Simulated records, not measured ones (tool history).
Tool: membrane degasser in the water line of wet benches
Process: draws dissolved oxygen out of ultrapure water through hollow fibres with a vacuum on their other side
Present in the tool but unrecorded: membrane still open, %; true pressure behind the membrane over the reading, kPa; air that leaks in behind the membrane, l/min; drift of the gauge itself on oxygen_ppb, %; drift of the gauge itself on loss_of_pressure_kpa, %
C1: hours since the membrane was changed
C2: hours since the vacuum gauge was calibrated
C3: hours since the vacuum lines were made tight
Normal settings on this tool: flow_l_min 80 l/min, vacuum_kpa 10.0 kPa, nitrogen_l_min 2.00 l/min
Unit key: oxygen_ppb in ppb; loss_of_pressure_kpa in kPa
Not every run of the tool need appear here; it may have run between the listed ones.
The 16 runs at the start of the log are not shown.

{"hour": 2854.3, "done": "seals of the vacuum lines changed"}
{"hour": 2906.2, "done": "gauge calibrated"}
{"run": 17, "hour": 2948.4, "flow_l_min": 124, "vacuum_kpa": 10.0, "nitrogen_l_min": 2.0, "C1": 3266, "C2": 3511, "C3": 94, "oxygen_ppb": 758.7, "loss_of_pressure_kpa": 66.61}
{"run": 18, "hour": 3076.0, "flow_l_min": 80, "vacuum_kpa": 17.8, "nitrogen_l_min": 3.67, "C1": 3393, "C2": 3639, "C3": 222, "oxygen_ppb": 673.8, "loss_of_pressure_kpa": 42.64}
{"run": 19, "hour": 3321.0, "flow_l_min": 80, "vacuum_kpa": 8.7, "nitrogen_l_min": 1.74, "C1": 3638, "C2": 3884, "C3": 467, "oxygen_ppb": 489.5, "loss_of_pressure_kpa": 42.74}
{"run": 20, "hour": 3573.7, "flow_l_min": 80, "vacuum_kpa": 8.7, "nitrogen_l_min": 1.74, "C1": 3891, "C2": 4136, "C3": 719, "oxygen_ppb": 490.6, "loss_of_pressure_kpa": 42.6}
{"run": 21, "hour": 3735.5, "flow_l_min": 80, "vacuum_kpa": 10.0, "nitrogen_l_min": 3.53, "C1": 4053, "C2": 4298, "C3": 881, "oxygen_ppb": 348.1, "loss_of_pressure_kpa": 42.32}
{"run": 22, "hour": 3940.9, "flow_l_min": 80, "vacuum_kpa": 10.0, "nitrogen_l_min": 3.53, "C1": 4258, "C2": 4503, "C3": 1087, "oxygen_ppb": 347.7, "loss_of_pressure_kpa": 42.72}
{"run": 23, "hour": 4065.4, "flow_l_min": 57, "vacuum_kpa": 7.7, "nitrogen_l_min": 2.81, "C1": 4383, "C2": 4628, "C3": 1211, "oxygen_ppb": 209.2, "loss_of_pressure_kpa": 30.37}
{"run": 24, "hour": 4311.7, "flow_l_min": 80, "vacuum_kpa": 10.0, "nitrogen_l_min": 0.83, "C1": 4629, "C2": 4874, "C3": 1457, "oxygen_ppb": 964.1, "loss_of_pressure_kpa": 42.32}
{"run": 25, "hour": 4443.4, "flow_l_min": 50, "vacuum_kpa": 10.4, "nitrogen_l_min": 1.13, "C1": 4761, "C2": 5006, "C3": 1589, "oxygen_ppb": 596.4, "loss_of_pressure_kpa": 26.35}
{"run": 26, "hour": 4568.7, "flow_l_min": 109, "vacuum_kpa": 6.7, "nitrogen_l_min": 2.33, "C1": 4886, "C2": 5131, "C3": 1714, "oxygen_ppb": 349.0, "loss_of_pressure_kpa": 57.51}
{"run": 27, "hour": 4738.6, "flow_l_min": 80, "vacuum_kpa": 19.5, "nitrogen_l_min": 2.0, "C1": 5056, "C2": 5301, "C3": 1884, "oxygen_ppb": 1173.7, "loss_of_pressure_kpa": 42.29}
{"run": 28, "hour": 5002.9, "flow_l_min": 81, "vacuum_kpa": 15.4, "nitrogen_l_min": 1.61, "C1": 5320, "C2": 5565, "C3": 2149, "oxygen_ppb": 1071.8, "loss_of_pressure_kpa": 42.51}
{"run": 29, "hour": 5202.3, "flow_l_min": 81, "vacuum_kpa": 15.4, "nitrogen_l_min": 1.61, "C1": 5520, "C2": 5765, "C3": 2348, "oxygen_ppb": 1071.2, "loss_of_pressure_kpa": 42.39}
{"run": 30, "hour": 5317.9, "flow_l_min": 70, "vacuum_kpa": 10.4, "nitrogen_l_min": 3.69, "C1": 5635, "C2": 5880, "C3": 2464, "oxygen_ppb": 312.4, "loss_of_pressure_kpa": 36.71}
{"run": 31, "hour": 5434.7, "flow_l_min": 70, "vacuum_kpa": 10.4, "nitrogen_l_min": 3.69, "C1": 5752, "C2": 5997, "C3": 2580, "oxygen_ppb": 312.0, "loss_of_pressure_kpa": 36.67}
{"run": 32, "hour": 5661.8, "flow_l_min": 88, "vacuum_kpa": 10.4, "nitrogen_l_min": 1.06, "C1": 5979, "C2": 6224, "C3": 2808, "oxygen_ppb": 931.3, "loss_of_pressure_kpa": 46.21}

4 options for the next run, each taken on its own from the tool as it stands now. Forecast them:
{"run": "A", "hour": 5911.6, "flow_l_min": 80, "vacuum_kpa": 8.1, "nitrogen_l_min": 4.24, "C1": 6229, "C2": 6474, "C3": 3057, "oxygen_ppb": "?", "loss_of_pressure_kpa": "?"}
{"run": "B", "hour": 5911.6, "flow_l_min": 80, "vacuum_kpa": 7.5, "nitrogen_l_min": 0.87, "C1": 6229, "C2": 6474, "C3": 3057, "oxygen_ppb": "?", "loss_of_pressure_kpa": "?"}
{"run": "C", "hour": 5911.6, "flow_l_min": 80, "vacuum_kpa": 7.8, "nitrogen_l_min": 4.18, "C1": 6229, "C2": 6474, "C3": 3057, "oxygen_ppb": "?", "loss_of_pressure_kpa": "?"}
{"run": "D", "hour": 5911.6, "flow_l_min": 71, "vacuum_kpa": 10.0, "nitrogen_l_min": 2.01, "C1": 6229, "C2": 6474, "C3": 3057, "oxygen_ppb": "?", "loss_of_pressure_kpa": "?"}

run=A oxygen_ppb=225.1 loss_of_pressure_kpa=41.89
run=B oxygen_ppb=618.5 loss_of_pressure_kpa=42.11
run=C oxygen_ppb=215.2 loss_of_pressure_kpa=41.61
run=D oxygen_ppb=486.1 loss_of_pressure_kpa=37.21
What these runs would have given with no unlogged condition in the tool:
run=A oxygen_ppb=225.0 loss_of_pressure_kpa=42.90
run=B oxygen_ppb=618.2 loss_of_pressure_kpa=43.13
run=C oxygen_ppb=215.1 loss_of_pressure_kpa=42.63
run=D oxygen_ppb=485.9 loss_of_pressure_kpa=38.11
